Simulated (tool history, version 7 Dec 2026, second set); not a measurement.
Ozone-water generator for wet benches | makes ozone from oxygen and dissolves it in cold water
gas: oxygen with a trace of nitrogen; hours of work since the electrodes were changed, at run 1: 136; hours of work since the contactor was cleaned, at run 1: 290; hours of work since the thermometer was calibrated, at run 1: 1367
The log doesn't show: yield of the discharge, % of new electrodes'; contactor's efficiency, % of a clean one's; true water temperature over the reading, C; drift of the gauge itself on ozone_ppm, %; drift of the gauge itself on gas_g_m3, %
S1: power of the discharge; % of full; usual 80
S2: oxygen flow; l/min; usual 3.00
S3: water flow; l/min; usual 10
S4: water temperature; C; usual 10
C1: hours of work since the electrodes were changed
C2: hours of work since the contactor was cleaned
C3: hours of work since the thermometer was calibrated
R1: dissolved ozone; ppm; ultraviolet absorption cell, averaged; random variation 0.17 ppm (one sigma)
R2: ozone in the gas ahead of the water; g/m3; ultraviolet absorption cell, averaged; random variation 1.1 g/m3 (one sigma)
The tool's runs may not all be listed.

run,day,S1,S2,S3,S4,C1,C2,C3,R1,R2
1,0.000,80,3.00,10,10,136,290,1367,22.3,203.1
2,1.046,80,3.00,10,10,151,305,1383,21.8,205.5
3,3.438,80,3.00,10,10,187,341,1419,22.3,205.8
4,5.338,80,3.00,10,10,216,370,1448,22.2,207.1
5,6.617,80,3.00,10,10,235,389,1467,22.3,205.1
6,9.125,80,4.06,10,10,273,427,1505,23.9,185.3
7,11.600,80,3.00,10,10,310,464,1542,22.1,206.9
8,13.879,80,3.00,10,6,344,498,1576,23.5,204.6
9,15.617,80,3.00,10,6,370,524,1602,23.3,205.3
10,17.117,80,3.00,10,6,393,547,1625,23.4,207.6
11,18.558,80,3.00,10,10,415,569,1646,22.1,205.6
12,20.388,80,3.00,10,10,442,596,1674,22.0,205.8
13,22.700,80,2.36,10,10,477,631,1709,20.5,220.4
14,24.704,80,2.36,10,10,507,661,1739,20.8,220.6
15,26.233,80,2.36,10,10,530,684,1762,20.8,221.4
16,27.488,80,2.36,10,10,549,703,1781,20.6,222.8
17,28.983,80,2.36,10,10,571,725,1803,20.6,221.5
18,30.467,91,2.80,6,7,594,748,1825,41.0,235.1
19,31.838,50,4.03,9,7,614,768,1846,18.2,125.8
20,33.062,65,4.69,14,7,633,787,1864,15.0,149.2
21,34.142,84,3.00,10,8,649,803,1881,23.7,215.1
22,36.592,60,1.56,8,9,686,840,1917,17.9,196.2
23,37.850,80,3.00,9,10,705,859,1936,24.8,207.2
24,39.908,80,3.00,9,10,736,890,1967,24.8,206.3
25,42.388,80,4.48,9,9,773,927,2005,27.1,183.4
26,44.596,80,4.48,9,9,806,960,2038,27.2,181.1
27,46.762,85,4.48,7,14,839,993,2070,31.9,194.7
28,48.362,85,4.48,7,14,863,1017,2094,31.4,193.2
29,50.175,80,1.54,10,10,890,1044,2122,17.6,255.1
30,51.421,68,4.69,10,8,909,1063,2140,21.9,157.0
31,52.900,91,2.74,10,13,931,1085,2163,23.4,241.6
32,54.054,91,2.74,10,13,948,1102,2180,23.3,242.0
33,56.083,91,2.74,10,13,979,1133,2210,23.3,239.9

Measured less the same run without the tool's hidden state. The same run-to-run variation is in both; the gauge's scatter may not be:
run,R2
1,+0.0
2,+0.0
3,+0.2
4,+0.4
5,+0.5
6,+0.7
7,+1.0
8,+1.1
9,+1.2
10,+1.3
11,+1.5
12,+1.6
13,+1.9
14,+2.1
15,+2.2
16,+2.3
17,+2.5
18,+2.8
19,+1.6
20,+1.9
21,+2.8
22,+2.8
23,+3.0
24,+3.1
25,+2.9
26,+3.1
27,+3.5
28,+3.5
29,+4.9
30,+3.1
31,+4.9
32,+5.0
33,+5.1
R1: within 0.1 ppm of the measured result in every run.
